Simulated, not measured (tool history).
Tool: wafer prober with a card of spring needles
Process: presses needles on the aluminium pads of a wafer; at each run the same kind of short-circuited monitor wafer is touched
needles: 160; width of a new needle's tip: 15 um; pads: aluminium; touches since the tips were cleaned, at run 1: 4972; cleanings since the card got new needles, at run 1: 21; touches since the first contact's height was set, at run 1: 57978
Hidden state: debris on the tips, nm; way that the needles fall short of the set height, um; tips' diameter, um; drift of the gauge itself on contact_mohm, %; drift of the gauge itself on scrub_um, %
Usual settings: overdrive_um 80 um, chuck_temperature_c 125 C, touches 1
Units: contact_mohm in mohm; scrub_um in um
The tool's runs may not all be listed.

run   hour  overdrive_um  chuck_temperature_c  touches  touches since the tips were cleaned  cleanings since the card got new needles  touches since the first contact's height was set  contact_mohm  scrub_um
  1    0.0            80                  125        1                                 4972                                        21                                             57978           201     21.08
       2.0  -- tips cleaned on abrasive film
  2    7.4            80                  125        1                                 2136                                        22                                             60839           203     21.01
      16.3  -- tips cleaned on abrasive film
  3   19.7            80                   97        1                                 1301                                        23                                             65596           198     21.04
  4   27.4            80                   97        1                                 4313                                        23                                             68608           199     21.06
      31.9  -- tips cleaned on abrasive film
  5   35.7            80                   66        1                                 1497                                        24                                             71821           193     20.98
  6   41.9            80                   27        1                                 3927                                        24                                             74251           185     21.03
      46.7  -- tips cleaned on abrasive film
  7   54.8            80                  125        1                                 3176                                        25                                             79273           202     21.00
  8   60.7            80                  125        1                                 5465                                        25                                             81562           209     20.94
      61.5  -- tips cleaned on abrasive film
      62.4  -- height of the first contact set anew
  9   71.4            80                  125        1                                 3755                                        26                                              3533           206     20.96
      76.3  -- tips cleaned on abrasive film
 10   79.7            80                  125        1                                 1301                                        27                                              6712           206     20.94
 11   90.0            80                  125        1                                 5361                                        27                                             10772           203     20.94
      90.9  -- tips cleaned on abrasive film
 12   97.2            80                  125        2                                 2484                                        28                                             13543           204     20.94
     105.7  -- tips cleaned on abrasive film
 13  106.7            80                  125        2                                  381                                        29                                             17207           205     20.90
 14  114.1            80                  125        2                                 3284                                        29                                             20110           203     20.89
     121.0  -- tips cleaned on abrasive film
 15  127.6            77                  125        2                                 2593                                        30                                             25342           203     20.09
 16  134.6            77                  125        2                                 5345                                        30                                             28094           206     20.05
     135.4  -- tips cleaned on abrasive film
 17  141.3            80                   66        1                                 2295                                        31                                             30671           193     20.87
     149.8  -- tips cleaned on abrasive film
 18  149.9            79                   41        1                                   16                                        32                                             33972           184     20.60
 19  160.8            79                   41        1                                 4318                                        32                                             38274           186     20.58
     165.1  -- tips cleaned on abrasive film
 20  170.2            83                   37        2                                 2031                                        33                                             41910           184     21.59
     180.4  -- tips cleaned on abrasive film
 21  181.6            94                   26        2                                  493                                        34                                             46321           182     24.45
 22  188.1            67                   26        2                                 3036                                        34                                             48864           185     17.41
     195.4  -- tips cleaned on abrasive film
 23  197.1            81                  125        1                                  680                                        35                                             52340           201     21.03
 24  205.2            99                   68        1                                 3852                                        35                                             55512           192     25.69
     209.9  -- tips cleaned on abrasive film
 25  212.1            82                   75        2                                  867                                        36                                             58184           195     21.22
 26  220.3            82                   75        2                                 4079                                        36                                             61396           194     21.26
     225.4  -- tips cleaned on abrasive film
     226.4  -- gauge calibrated
 27  231.2            82                   75        2                                 2279                                        37                                             65615           192     21.60
 28  237.2            82                   75        2                                 4604                                        37                                             67940           190     21.56
     240.3  -- tips cleaned on abrasive film
 29  244.5            94                   36        3                                 1656                                        38                                             70784           185     24.75
     255.7  -- tips cleaned on abrasive film
 30  256.7            94                   46        2                                  399                                        39                                             75506           185     24.68
 31  269.4            83                   53        1                                 5366                                        39                                             80473           189     21.77
     270.4  -- tips cleaned on abrasive film
     273.9  -- height of the first contact set anew
 32  279.2            82                   43        2                                 3350                                        40                                              2068           187     21.49

Some steps in scrub_um between neighbouring runs. How much of each would the tool show without its hidden state too (settings, what came in, random variation), and how much is left for the hidden state, with any gauge scatter that isn't in both results?
Run 21 -> 22: overdrive_um 94 -> 67. scrub_um -7.04 um: hidden state +0.08, all else -7.12.
Run 23 -> 24: overdrive_um 81 -> 99, chuck_temperature_c 125 -> 68. scrub_um +4.66 um: hidden state -0.08, all else +4.74.
Run 24 -> 25: overdrive_um 99 -> 82, chuck_temperature_c 68 -> 75, touches 1 -> 2, tips cleaned on abrasive film. scrub_um -4.47 um: hidden state +0.05, all else -4.52.
Run 26 -> 27: tips cleaned on abrasive film, gauge calibrated. scrub_um +0.34 um: hidden state +0.33, all else +0.01.
